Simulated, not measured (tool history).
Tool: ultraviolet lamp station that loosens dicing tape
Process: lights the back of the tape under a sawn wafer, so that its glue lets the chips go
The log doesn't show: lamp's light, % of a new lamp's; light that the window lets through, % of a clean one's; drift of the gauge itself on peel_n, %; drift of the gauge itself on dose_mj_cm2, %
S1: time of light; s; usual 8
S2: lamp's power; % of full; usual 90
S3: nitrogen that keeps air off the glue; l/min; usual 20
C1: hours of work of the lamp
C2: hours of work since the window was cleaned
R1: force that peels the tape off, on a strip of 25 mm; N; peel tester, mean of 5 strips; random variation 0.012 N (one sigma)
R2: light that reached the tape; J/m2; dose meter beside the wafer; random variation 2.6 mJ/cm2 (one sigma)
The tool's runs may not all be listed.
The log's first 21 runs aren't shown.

run 22 day=29.175 | S1=7 S2=97 S3=11 | C1=1064 C2=126 | R1=1.837 R2=2480
run 23 day=30.858 | S1=7 S2=97 S3=11 | C1=1083 C2=145 | R1=1.738 R2=2440
run 24 day=31.854 | S1=7 S2=97 S3=11 | C1=1094 C2=156 | R1=1.722 R2=2350
run 25 day=33.733 | S1=7 S2=97 S3=11 | C1=1115 C2=177 | R1=1.795 R2=2360
run 26 day=35.817 | S1=8 S2=72 S3=20 | C1=1139 C2=201 | R1=1.588 R2=2060
run 27 day=36.871 | S1=8 S2=72 S3=20 | C1=1151 C2=213 | R1=1.609 R2=2050
run 28 day=38.958 | S1=7 S2=77 S3=7 | C1=1174 C2=236 | R1=3.412 R2=1900
run 29 day=40.521 | S1=7 S2=87 S3=7 | C1=1192 C2=254 | R1=2.835 R2=2100
run 30 day=42.129 | S1=8 S2=74 S3=21 | C1=1210 C2=272 | R1=1.520 R2=2020
run 31 day=43.075 | S1=8 S2=74 S3=21 | C1=1220 C2=282 | R1=1.544 R2=1990
run 32 day=45.188 | S1=8 S2=74 S3=21 | C1=1244 C2=306 | R1=1.545 R2=1990
run 33 day=46.767 | S1=8 S2=74 S3=21 | C1=1262 C2=324 | R1=1.619 R2=1990
run 34 day=47.962 | S1=8 S2=74 S3=21 | C1=1275 C2=337 | R1=1.612 R2=1970
run 35 day=49.171 | S1=9 S2=90 S3=20 | C1=1289 C2=351 | R1=0.868 R2=2730
run 36 day=51.388 | S1=9 S2=90 S3=20 | C1=1313 C2=375 | R1=0.905 R2=2620
run 37 day=53.604 | S1=9 S2=90 S3=20 | C1=1338 C2=400 | R1=0.913 R2=2620
run 38 day=55.742 | S1=12 S2=73 S3=29 | C1=1362 C2=424 | R1=0.566 R2=2840

Forecast each of these 4 alternatives for the next run:
run A day=57.946 | S1=12 S2=73 S3=13 | C1=1387 C2=449 | R1=? R2=?
run B day=57.946 | S1=12 S2=62 S3=28 | C1=1387 C2=449 | R1=? R2=?
run C day=57.946 | S1=12 S2=67 S3=19 | C1=1387 C2=449 | R1=? R2=?
run D day=57.946 | S1=6 S2=98 S3=29 | C1=1387 C2=449 | R1=? R2=?

run=A R1=1.187 R2=2790
run=B R1=0.880 R2=2380
run=C R1=1.021 R2=2550
run=D R1=1.419 R2=1860
Without the tool's hidden state the same runs would have given:
run=A R1=0.541 R2=3950
run=B R1=0.383 R2=3370
run=C R1=0.455 R2=3620
run=D R1=0.671 R2=2640
